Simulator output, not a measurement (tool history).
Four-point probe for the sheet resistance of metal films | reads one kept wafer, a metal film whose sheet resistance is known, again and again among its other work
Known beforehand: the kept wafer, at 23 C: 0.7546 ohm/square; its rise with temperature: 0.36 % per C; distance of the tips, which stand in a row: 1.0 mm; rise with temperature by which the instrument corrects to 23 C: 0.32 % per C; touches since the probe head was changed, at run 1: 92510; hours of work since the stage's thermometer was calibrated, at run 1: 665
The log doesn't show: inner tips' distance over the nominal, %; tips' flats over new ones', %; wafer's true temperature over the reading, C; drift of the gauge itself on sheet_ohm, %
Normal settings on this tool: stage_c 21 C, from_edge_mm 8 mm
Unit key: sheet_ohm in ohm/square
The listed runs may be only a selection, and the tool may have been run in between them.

| run | hour | stage_c | from_edge_mm | touches since the probe head was changed | hours of work since the stage's thermometer was calibrated | sheet_ohm |
|---|---|---|---|---|---|---|
| 1 | 0.0 | 21 | 8 | 92510 | 665 | 0.758200 |
| 2 | 105.4 | 21 | 41 | 97396 | 720 | 0.751688 |
| 3 | 206.4 | 21 | 41 | 102079 | 772 | 0.751819 |
| 4 | 287.4 | 21 | 41 | 105834 | 814 | 0.751328 |
| 5 | 338.5 | 21 | 51 | 108205 | 840 | 0.751435 |
| 6 | 411.5 | 21 | 51 | 111588 | 878 | 0.751413 |
| 7 | 494.2 | 26 | 51 | 115423 | 921 | 0.752269 |
| 8 | 568.5 | 26 | 51 | 118866 | 959 | 0.752620 |
| 9 | 629.7 | 26 | 51 | 121704 | 991 | 0.752648 |
| 10 | 708.1 | 26 | 51 | 125341 | 1032 | 0.752325 |
| 11 | 800.1 | 26 | 51 | 129608 | 1079 | 0.752547 |
| 12 | 877.0 | 21 | 8 | 133173 | 1119 | 0.757042 |
| 13 | 964.7 | 21 | 8 | 137240 | 1165 | 0.757107 |
| 14 | 1041.8 | 21 | 8 | 140815 | 1205 | 0.757203 |
| 15 | 1145.7 | 21 | 8 | 145630 | 1258 | 0.756752 |
| 16 | 1211.4 | 21 | 8 | 148678 | 1292 | 0.756827 |
|  | 1263.9 | stage's thermometer calibrated |
| 17 | 1265.2 | 21 | 8 | 151146 | 1 | 0.757107 |
| 18 | 1367.8 | 21 | 8 | 155905 | 54 | 0.756822 |
| 19 | 1416.3 | 21 | 8 | 158153 | 79 | 0.756689 |
| 20 | 1495.0 | 21 | 8 | 161801 | 120 | 0.756649 |
|  | 1558.2 | stage's thermometer calibrated, once more |
| 21 | 1595.1 | 21 | 8 | 166420 | 19 | 0.755989 |
| 22 | 1652.3 | 21 | 9 | 169074 | 49 | 0.754358 |
| 23 | 1739.3 | 21 | 9 | 173105 | 94 | 0.754436 |
| 24 | 1797.6 | 21 | 9 | 175807 | 124 | 0.754488 |
| 25 | 1853.5 | 31 | 4 | 178401 | 153 | 0.776390 |
| 26 | 1947.7 | 21 | 5 | 182766 | 202 | 0.765050 |
| 27 | 2040.0 | 30 | 27 | 187050 | 249 | 0.751989 |
| 28 | 2141.8 | 24 | 47 | 191767 | 302 | 0.749599 |
| 29 | 2188.8 | 24 | 47 | 193945 | 326 | 0.750003 |
| 30 | 2250.2 | 24 | 8 | 196793 | 358 | 0.755842 |
| 31 | 2353.2 | 21 | 27 | 201568 | 412 | 0.749668 |
| 32 | 2401.4 | 34 | 6 | 203802 | 437 | 0.763194 |
|  | 2424.6 | new probe head fitted |
| 33 | 2464.2 | 34 | 6 | 1837 | 469 | 0.771416 |
| 34 | 2509.6 | 26 | 31 | 3939 | 492 | 0.758413 |
| 35 | 2556.5 | 33 | 13 | 6114 | 516 | 0.762195 |
| 36 | 2661.9 | 21 | 6 | 11000 | 571 | 0.767943 |
| 37 | 2764.3 | 21 | 6 | 15748 | 624 | 0.767620 |
| 38 | 2844.0 | 21 | 6 | 19446 | 665 | 0.767540 |
| 39 | 2925.2 | 20 | 12 | 23210 | 707 | 0.758938 |
| 40 | 3015.6 | 20 | 12 | 27399 | 754 | 0.759007 |
| 41 | 3065.5 | 19 | 62 | 29712 | 780 | 0.756015 |

Hidden state or all else? Some run-to-run changes of sheet_ohm, split into what the settings, what came in and random variation would give without the hidden state, and what is left for the hidden state (with any gauge scatter that isn't in both results):
Run 20 -> 21: stage's thermometer calibrated, once more. sheet_ohm -0.000660 ohm/square: hidden state -0.000810, all else +0.000150.
Run 24 -> 25: stage_c 21 -> 31, from_edge_mm 9 -> 4. sheet_ohm +0.021902 ohm/square: hidden state -0.000191, all else +0.022093.
Run 26 -> 27: stage_c 21 -> 30, from_edge_mm 5 -> 27. sheet_ohm -0.013061 ohm/square: hidden state -0.000014, all else -0.013047.
Run 31 -> 32: stage_c 21 -> 34, from_edge_mm 27 -> 6. sheet_ohm +0.013526 ohm/square: hidden state -0.000153, all else +0.013679.
Run 32 -> 33: new probe head fitted. sheet_ohm +0.008222 ohm/square: hidden state +0.008220, all else +0.000002.

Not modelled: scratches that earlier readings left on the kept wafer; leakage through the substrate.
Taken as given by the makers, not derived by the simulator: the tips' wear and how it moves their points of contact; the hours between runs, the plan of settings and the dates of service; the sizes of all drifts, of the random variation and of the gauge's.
